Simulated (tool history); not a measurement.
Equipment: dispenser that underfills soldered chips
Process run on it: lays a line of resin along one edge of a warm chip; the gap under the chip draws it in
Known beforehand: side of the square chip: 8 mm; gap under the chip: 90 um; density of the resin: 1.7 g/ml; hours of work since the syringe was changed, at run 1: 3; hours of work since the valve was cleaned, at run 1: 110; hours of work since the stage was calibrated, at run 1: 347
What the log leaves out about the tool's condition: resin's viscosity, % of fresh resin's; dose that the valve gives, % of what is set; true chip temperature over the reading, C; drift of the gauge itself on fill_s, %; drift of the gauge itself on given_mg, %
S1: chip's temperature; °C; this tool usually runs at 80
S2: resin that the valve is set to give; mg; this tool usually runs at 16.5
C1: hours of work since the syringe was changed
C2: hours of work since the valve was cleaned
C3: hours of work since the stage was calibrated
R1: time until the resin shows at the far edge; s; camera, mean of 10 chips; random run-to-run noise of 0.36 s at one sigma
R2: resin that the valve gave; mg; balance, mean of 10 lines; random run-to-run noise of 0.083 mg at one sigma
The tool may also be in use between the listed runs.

run   hour  S1    S2  C1   C2   C3    R1     R2
  1      0  80  16.5   3  110  347  21.9  14.72
       5.8  -- new syringe of resin
  2    6.4  80  16.5   0  114  352  19.6   14.7
  3   13.2  80  14.5   6  120  357  27.4  12.85
        15  -- new syringe of resin
  4   18.8  80  16.5   3  124  361  22.2  14.58
      24.3  -- new syringe of resin
  5   29.8  80  16.5   4  132  370  24.7  14.32
      33.4  -- new syringe of resin
  6   35.1  80  16.5   1  136  374  20.5  14.27
      39.3  -- dispensing valve cleaned and set on the balance
  7   42.5  80  16.5   6    2  379  27.9  16.44
      43.6  -- new syringe of resin
  8   49.2  80  16.5   4    7  384  24.3  16.28
      53.3  -- new syringe of resin
  9   59.6  80  16.5   5   15  391  25.3  16.34
      62.5  -- new syringe of resin
 10   67.6  80  16.5   4   21  397  23.2  16.03
        72  -- new syringe of resin
 11   76.1  80  16.5   3   28  404  22.7  16.12
      81.2  -- new syringe of resin
 12   85.6  80  16.5   3   35  411  22.7  15.99
      90.5  -- new syringe of resin
 13   93.7  80  16.5   2   41  417  21.3  15.86
      99.7  -- new syringe of resin
 14  104.5  91  15.8   4   49  425  16.8  15.07
     108.7  -- new syringe of resin
 15    111  73  21.2   2   54  430  25.6  20.23
     118.5  -- new syringe of resin
 16  122.1  66  20.1   3   62  439  34.5  18.81
     127.5  -- new syringe of resin
 17    131  94    17   3   69  445    14  15.95
     136.7  -- new syringe of resin
 18  140.6  94    17   3   76  453  14.7  15.71
     145.9  -- new syringe of resin
 19  151.1  67  14.1   4   84  461  37.3  12.92
     155.7  -- new syringe of resin
 20  158.8  67  14.1   2   90  466    33  12.87
     165.2  -- new syringe of resin
 21  168.3  71  14.4   2   97  473    29  13.06
     174.5  -- new syringe of resin
 22  175.9  71  14.4   1  103  479  26.9  12.98
 23  182.3  71  14.4   6  108  484  36.9  13.05
     183.4  -- new syringe of resin
     192.6  -- new syringe of resin
 24  192.6  81    20   0  116  492  16.9   17.9
 25  199.2  81    20   5  121  497  24.2  17.76

Each row is a separate what-if for the run after 25, all from the same tool condition, not one after another. Results?
     202.3  -- new syringe of resin
  A  208.5  77    16   5  128  504   ?   ?
     202.3  -- new syringe of resin
  B  208.5  88    20   5  128  504   ?   ?
     202.3  -- new syringe of resin
  C  208.5  74  16.5   5  128  504   ?   ?

run    R1     R2
  A  28.7  14.03
  B  19.1  17.54
  C  30.3  14.51
The same runs, with their run-to-run variation unchanged, on a tool lacking any hidden condition would have given:
run    R1     R2
  A    23  15.99
  B  15.3  19.97
  C  24.1  16.54
